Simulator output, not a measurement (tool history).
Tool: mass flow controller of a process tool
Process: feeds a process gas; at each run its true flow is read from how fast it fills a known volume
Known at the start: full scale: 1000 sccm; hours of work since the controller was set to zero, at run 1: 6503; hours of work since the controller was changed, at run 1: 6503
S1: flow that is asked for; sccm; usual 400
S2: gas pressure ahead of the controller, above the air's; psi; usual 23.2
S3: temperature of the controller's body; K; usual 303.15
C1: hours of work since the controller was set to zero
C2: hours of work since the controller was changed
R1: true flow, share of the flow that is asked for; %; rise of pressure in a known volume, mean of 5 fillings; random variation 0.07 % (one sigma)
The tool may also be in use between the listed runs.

run 1 day=0 | S1=400 S2=23.2 S3=303.15 | C1=6503 C2=6503 | R1=98.82
run 2 day=12.467 | S1=400 S2=38.4 S3=303.15 | C1=6731 C2=6731 | R1=98.97
run 3 day=20 | S1=400 S2=38.4 S3=300.15 | C1=6869 C2=6869 | R1=99.07
run 4 day=30.375 | S1=400 S2=23.2 S3=303.15 | C1=7060 C2=7060 | R1=98.85
run 5 day=43.842 | S1=400 S2=23.2 S3=304.15 | C1=7306 C2=7306 | R1=98.78
run 6 day=60.783 | S1=400 S2=23.2 S3=304.15 | C1=7617 C2=7617 | R1=98.77
run 7 day=73.854 | S1=400 S2=23.2 S3=304.15 | C1=7857 C2=7857 | R1=98.8
run 8 day=83.567 | S1=400 S2=23.2 S3=304.15 | C1=8035 C2=8035 | R1=98.75
run 9 day=96.154 | S1=400 S2=23.2 S3=303.15 | C1=8265 C2=8265 | R1=98.75
-- day=110.517 controller's zero set anew
run 10 day=111.029 | S1=618 S2=23.2 S3=303.15 | C1=9 C2=8538 | R1=99.15
run 11 day=122.442 | S1=400 S2=23.2 S3=295.15 | C1=219 C2=8747 | R1=99.07
run 12 day=132.038 | S1=400 S2=26.3 S3=303.15 | C1=394 C2=8923 | R1=98.79
run 13 day=141.367 | S1=400 S2=23.2 S3=303.15 | C1=565 C2=9094 | R1=98.79
run 14 day=149.438 | S1=400 S2=23.2 S3=295.15 | C1=713 C2=9242 | R1=99.12
run 15 day=162.175 | S1=400 S2=23.2 S3=303.15 | C1=947 C2=9475 | R1=98.87
-- day=174.496 controller exchanged for a calibrated one
run 16 day=176.45 | S1=400 S2=23.2 S3=303.15 | C1=36 C2=36 | R1=98.81
run 17 day=192.275 | S1=400 S2=23.2 S3=303.15 | C1=326 C2=326 | R1=98.76
run 18 day=207.233 | S1=400 S2=23.2 S3=303.15 | C1=600 C2=600 | R1=98.76
run 19 day=222.296 | S1=280 S2=23.2 S3=303.15 | C1=876 C2=876 | R1=98.56
run 20 day=235.242 | S1=280 S2=23.2 S3=303.15 | C1=1113 C2=1113 | R1=98.62
run 21 day=249.008 | S1=280 S2=23.2 S3=303.15 | C1=1366 C2=1366 | R1=98.78
run 22 day=264.025 | S1=280 S2=23.2 S3=303.15 | C1=1641 C2=1641 | R1=98.57
run 23 day=279.471 | S1=280 S2=23.2 S3=303.15 | C1=1924 C2=1924 | R1=98.53
run 24 day=294.288 | S1=280 S2=23.2 S3=303.15 | C1=2196 C2=2196 | R1=98.54
run 25 day=304.412 | S1=280 S2=23.2 S3=303.15 | C1=2381 C2=2381 | R1=98.64
run 26 day=321.65 | S1=280 S2=23.2 S3=303.15 | C1=2697 C2=2697 | R1=98.74
run 27 day=332.329 | S1=102 S2=29.3 S3=294.15 | C1=2893 C2=2893 | R1=98.66
run 28 day=344.383 | S1=744 S2=35.7 S3=294.15 | C1=3114 C2=3114 | R1=99.8
run 29 day=355.488 | S1=400 S2=27.7 S3=296.15 | C1=3318 C2=3318 | R1=99.14
run 30 day=363.921 | S1=287 S2=20.3 S3=303.15 | C1=3472 C2=3472 | R1=98.6
run 31 day=379.996 | S1=287 S2=20.3 S3=303.15 | C1=3767 C2=3767 | R1=98.66
run 32 day=394.021 | S1=287 S2=20.3 S3=310.15 | C1=4024 C2=4024 | R1=98.32
run 33 day=410.517 | S1=287 S2=20.3 S3=310.15 | C1=4326 C2=4326 | R1=98.4
run 34 day=426.212 | S1=287 S2=20.3 S3=310.15 | C1=4614 C2=4614 | R1=98.57
run 35 day=439.979 | S1=287 S2=20.3 S3=310.15 | C1=4866 C2=4866 | R1=98.26
run 36 day=453.133 | S1=400 S2=29.4 S3=303.15 | C1=5107 C2=5107 | R1=99.02
run 37 day=465.633 | S1=918 S2=23.2 S3=303.15 | C1=5336 C2=5336 | R1=99.55
run 38 day=481.167 | S1=400 S2=25.1 S3=304.15 | C1=5621 C2=5621 | R1=98.81
run 39 day=492.754 | S1=400 S2=25.1 S3=304.15 | C1=5834 C2=5834 | R1=98.79
run 40 day=501.438 | S1=149 S2=27.1 S3=295.15 | C1=5993 C2=5993 | R1=98.87
run 41 day=513 | S1=149 S2=27.1 S3=295.15 | C1=6205 C2=6205 | R1=98.79
run 42 day=523.342 | S1=221 S2=33.8 S3=304.15 | C1=6394 C2=6394 | R1=98.72
run 43 day=535.583 | S1=967 S2=29.9 S3=308.15 | C1=6619 C2=6619 | R1=99.52
run 44 day=545.821 | S1=967 S2=29.9 S3=308.15 | C1=6806 C2=6806 | R1=99.59
run 45 day=553.15 | S1=176 S2=27 S3=303.15 | C1=6941 C2=6941 | R1=98.49
run 46 day=566.354 | S1=189 S2=23.2 S3=293.15 | C1=7183 C2=7183 | R1=98.84
run 47 day=574.025 | S1=101 S2=38.3 S3=298.15 | C1=7323 C2=7323 | R1=98.85
run 48 day=587.467 | S1=101 S2=38.3 S3=298.15 | C1=7570 C2=7570 | R1=98.65

Hidden state at the last listed run before each entry between runs and at the first one after, where it differs:
Between runs 9 and 10: controller's zero set anew (day 110.517)
  flow at rest that the sensor doesn't see, % of full scale: 0.01 -> 0
Between runs 15 and 16: controller exchanged for a calibrated one (day 174.496)
  flow at rest that the sensor doesn't see, % of full scale: 0.001 -> 0; true flow over the shown one, %: -0.05 -> 0
